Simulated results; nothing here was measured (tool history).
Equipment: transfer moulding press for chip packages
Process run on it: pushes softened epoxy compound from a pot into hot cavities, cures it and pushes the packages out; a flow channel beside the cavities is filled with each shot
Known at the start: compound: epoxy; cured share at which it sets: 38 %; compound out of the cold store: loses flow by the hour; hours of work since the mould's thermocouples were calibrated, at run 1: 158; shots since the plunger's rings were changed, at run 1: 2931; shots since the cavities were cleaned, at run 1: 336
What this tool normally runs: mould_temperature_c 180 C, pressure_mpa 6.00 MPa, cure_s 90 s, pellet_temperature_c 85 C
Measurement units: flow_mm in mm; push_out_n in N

| run | hour | mould_temperature_c | pressure_mpa | cure_s | pellet_temperature_c | hours of work since the mould's thermocouples were calibrated | shots since the plunger's rings were changed | shots since the cavities were cleaned | incoming compound's hours out of the cold store | flow_mm | push_out_n |
|---|---|---|---|---|---|---|---|---|---|---|---|
| 1 | 0.0 | 180 | 6.00 | 90 | 85 | 158 | 2931 | 336 | 23.2 | 771 | 300 |
|  | 16.9 | cavities cleaned with cleaning compound and waxed |
| 2 | 29.3 | 180 | 6.00 | 90 | 85 | 178 | 3275 | 153 | 18.8 | 788 | 302 |
|  | 59.8 | cavities cleaned with cleaning compound and waxed |
| 3 | 59.8 | 180 | 6.00 | 100 | 85 | 198 | 3634 | 0 | 20.6 | 775 | 281 |
| 4 | 88.8 | 180 | 6.00 | 100 | 85 | 218 | 3993 | 359 | 22.7 | 772 | 280 |
|  | 103.7 | cavities cleaned with cleaning compound and waxed |
| 5 | 143.1 | 180 | 6.00 | 100 | 85 | 255 | 4645 | 488 | 20.1 | 781 | 280 |
|  | 148.7 | cavities cleaned with cleaning compound and waxed |
|  | 193.0 | cavities cleaned with cleaning compound and waxed |
| 6 | 201.6 | 180 | 6.00 | 100 | 85 | 294 | 5331 | 106 | 10.3 | 822 | 272 |
| 7 | 224.2 | 180 | 6.00 | 100 | 85 | 309 | 5611 | 386 | 31.4 | 741 | 281 |
|  | 236.6 | cavities cleaned with cleaning compound and waxed |
| 8 | 248.9 | 180 | 6.00 | 100 | 85 | 326 | 5897 | 153 | 11.9 | 809 | 301 |
|  | 280.6 | cavities cleaned with cleaning compound and waxed |
| 9 | 280.6 | 180 | 6.00 | 100 | 85 | 347 | 6271 | 0 | 15.1 | 804 | 284 |
|  | 318.6 | plunger's sealing rings changed |
|  | 328.0 | cavities cleaned with cleaning compound and waxed |
| 10 | 330.5 | 181 | 6.00 | 90 | 85 | 379 | 128 | 31 | 29.8 | 740 | 294 |
|  | 336.0 | mould's thermocouples calibrated |
| 11 | 368.1 | 180 | 4.65 | 90 | 85 | 22 | 568 | 471 | 35.5 | 635 | 289 |
|  | 372.6 | cavities cleaned with cleaning compound and waxed |
| 12 | 399.2 | 180 | 6.00 | 90 | 85 | 43 | 934 | 329 | 40.5 | 709 | 293 |
|  | 415.3 | cavities cleaned with cleaning compound and waxed |
| 13 | 451.3 | 180 | 6.00 | 90 | 85 | 78 | 1560 | 446 | 39.3 | 713 | 299 |
|  | 458.1 | cavities cleaned with cleaning compound and waxed |
|  | 499.7 | cavities cleaned with cleaning compound and waxed |
| 14 | 503.7 | 179 | 7.07 | 115 | 78 | 113 | 2169 | 49 | 14.5 | 876 | 266 |
| 15 | 529.6 | 179 | 7.07 | 115 | 78 | 131 | 2491 | 371 | 10.1 | 894 | 282 |
|  | 541.5 | cavities cleaned with cleaning compound and waxed |
| 16 | 563.7 | 186 | 6.00 | 90 | 75 | 153 | 2893 | 274 | 8.0 | 825 | 276 |
|  | 585.9 | cavities cleaned with cleaning compound and waxed |
| 17 | 606.7 | 186 | 6.00 | 90 | 75 | 182 | 3406 | 257 | 16.2 | 788 | 269 |
|  | 632.3 | cavities cleaned with cleaning compound and waxed |
| 18 | 650.0 | 180 | 4.62 | 116 | 85 | 212 | 3923 | 219 | 22.6 | 677 | 259 |
|  | 675.0 | cavities cleaned with cleaning compound and waxed |
| 19 | 699.5 | 178 | 5.68 | 112 | 89 | 245 | 4517 | 303 | 29.4 | 724 | 273 |
|  | 720.5 | cavities cleaned with cleaning compound and waxed |
| 20 | 739.2 | 178 | 5.68 | 112 | 89 | 272 | 4989 | 232 | 32.3 | 716 | 270 |
|  | 763.5 | cavities cleaned with cleaning compound and waxed |
| 21 | 770.8 | 178 | 5.68 | 112 | 89 | 293 | 5361 | 91 | 20.6 | 764 | 267 |
|  | 807.1 | cavities cleaned with cleaning compound and waxed |
| 22 | 808.8 | 185 | 6.00 | 90 | 85 | 318 | 5812 | 21 | 42.5 | 687 | 269 |
| 23 | 844.4 | 175 | 6.00 | 90 | 83 | 343 | 6251 | 460 | 33.0 | 739 | 360 |
|  | 850.9 | cavities cleaned with cleaning compound and waxed |
| 24 | 869.6 | 180 | 5.21 | 90 | 93 | 359 | 6545 | 231 | 27.7 | 700 | 301 |
|  | 885.3 | plunger's sealing rings changed |
|  | 898.7 | cavities cleaned with cleaning compound and waxed |
|  | 907.6 | mould's thermocouples calibrated |
| 25 | 908.1 | 175 | 5.20 | 73 | 83 | 0 | 238 | 91 | 24.7 | 722 | 544 |
|  | 942.2 | cavities cleaned with cleaning compound and waxed |
| 26 | 943.3 | 173 | 5.57 | 112 | 78 | 24 | 656 | 14 | 16.8 | 790 | 313 |

Consider 4 possible next runs. They are alternatives, not a sequence: every one starts from the tool as it was left by run 26. What does each give?
| A | 976.7 | 173 | 6.00 | 103 | 85 | 47 | 1067 | 425 | 10.6 | ? | ? |
| B | 976.7 | 172 | 6.54 | 112 | 92 | 47 | 1067 | 425 | 23.4 | ? | ? |
| C | 976.7 | 173 | 5.57 | 112 | 85 | 47 | 1067 | 425 | 16.1 | ? | ? |
| D | 976.7 | 178 | 5.57 | 112 | 91 | 47 | 1067 | 425 | 35.5 | ? | ? |

| run | flow_mm | push_out_n |
|---|---|---|
| A | 845 | 340 |
| B | 819 | 309 |
| C | 778 | 308 |
| D | 706 | 288 |
The same runs, with their run-to-run variation unchanged, on a tool lacking any hidden condition would have given:
| run | flow_mm | push_out_n |
|---|---|---|
| A | 845 | 338 |
| B | 820 | 308 |
| C | 778 | 307 |
| D | 707 | 286 |

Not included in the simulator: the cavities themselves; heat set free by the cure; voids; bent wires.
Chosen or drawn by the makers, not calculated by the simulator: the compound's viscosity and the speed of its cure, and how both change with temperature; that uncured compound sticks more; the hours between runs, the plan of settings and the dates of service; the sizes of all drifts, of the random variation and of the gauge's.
